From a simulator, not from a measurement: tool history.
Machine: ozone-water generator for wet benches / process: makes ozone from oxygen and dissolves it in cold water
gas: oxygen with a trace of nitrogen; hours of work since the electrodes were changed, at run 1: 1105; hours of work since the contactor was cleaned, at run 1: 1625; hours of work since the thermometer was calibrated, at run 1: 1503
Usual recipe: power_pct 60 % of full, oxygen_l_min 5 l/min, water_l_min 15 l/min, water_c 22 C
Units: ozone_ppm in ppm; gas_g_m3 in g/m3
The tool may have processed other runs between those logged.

run,hour,power_pct,oxygen_l_min,water_l_min,water_c,hours of work since the electrodes were changed,hours of work since the contactor was cleaned,hours of work since the thermometer was calibrated,ozone_ppm,gas_g_m3
1,0,60,5,15,22,1105,1625,1503,26.4,217.4
2,18.5,60,5,15,24,1121,1641,1519,25.6,215.6
3,46.6,60,5,15,24,1146,1666,1544,25.2,216.9
4,80,60,5,15,24,1175,1696,1574,25.2,216.4
5,102.4,60,5,15,22,1195,1715,1594,26.3,213.8
6,119.2,60,5,15,22,1210,1730,1608,26.3,216
7,137.8,60,5,15,18,1226,1747,1625,28.2,214.7
8,164.4,60,5,10,18,1250,1770,1648,36.2,216.1
9,192.3,60,5,15,22,1274,1795,1673,26.1,216.7
10,223,60,5,15,22,1302,1822,1700,26,214.1
11,248.7,60,5,10,22,1324,1845,1723,33.2,214.7
12,281.1,60,5,10,22,1353,1873,1751,33.6,215.8
13,301.2,60,5,10,22,1371,1891,1769,33.7,214.3
14,330.2,60,5,10,22,1396,1917,1795,33.7,215.1
15,360.1,60,5,10,22,1423,1943,1821,33.8,214.2
16,389,60,5,10,22,1448,1969,1847,33.7,212.7
17,411.1,60,5,10,22,1468,1988,1866,33.5,216.3
18,438.4,60,5,10,22,1492,2012,1890,33.4,213.2
19,469.9,60,5,10,22,1520,2040,1918,33.3,214.1
20,502.1,60,5,10,22,1548,2069,1947,33.5,211.8
21,528.5,60,5,10,25,1571,2092,1970,31.8,211.7
22,549.5,81,4.15,18,18,1590,2110,1988,30.1,298.7
23,563.3,90,4.15,19,18,1602,2123,2001,31.2,325.9
24,585.7,90,4.15,19,18,1622,2142,2021,31.1,326.3
25,612.5,90,4.15,19,18,1646,2166,2044,31.1,324.2
26,643.4,84,7.75,15,25,1673,2193,2072,30.2,224.7
27,661.8,84,7.75,15,25,1689,2210,2088,30.7,226.8
28,687.6,84,7.75,15,25,1712,2232,2110,30.5,224.7
29,718.7,60,3.01,15,22,1739,2260,2138,25.1,272.7
30,739.5,60,3.01,16,22,1758,2278,2156,23.9,273.7
31,766.9,60,3.01,22,22,1782,2303,2181,17.7,272
32,794.3,60,3.01,10,22,1806,2327,2205,34.3,272.2

Results per run with the tool's hidden condition removed, run-to-run variation unchanged:
Hidden state at play: yield of the discharge, % of new electrodes'; contactor's efficiency, % of a clean one's; true water temperature over the reading, C; drift of the gauge itself on ozone_ppm, %; drift of the gauge itself on gas_g_m3, %.
run,ozone_ppm,gas_g_m3
1,28,226
2,27.2,224.2
3,26.8,225.7
4,26.8,225.4
5,28.1,223
6,28.1,225.3
7,30.1,224.1
8,38.4,225.8
9,28,226.6
10,27.8,224
11,35.4,224.8
12,35.9,226.2
13,36,224.7
14,36.1,225.8
15,36.2,225
16,36.1,223.6
17,35.9,227.6
18,35.9,224.5
19,35.8,225.7
20,36,223.4
21,34.2,223.5
22,33.3,320.6
23,34.8,352.2
24,34.7,353
25,34.7,351
26,33.5,242.7
27,34.2,245
28,34,243.2
29,27.5,289.7
30,26.2,290.8
31,19.5,289.3
32,37.4,289.7
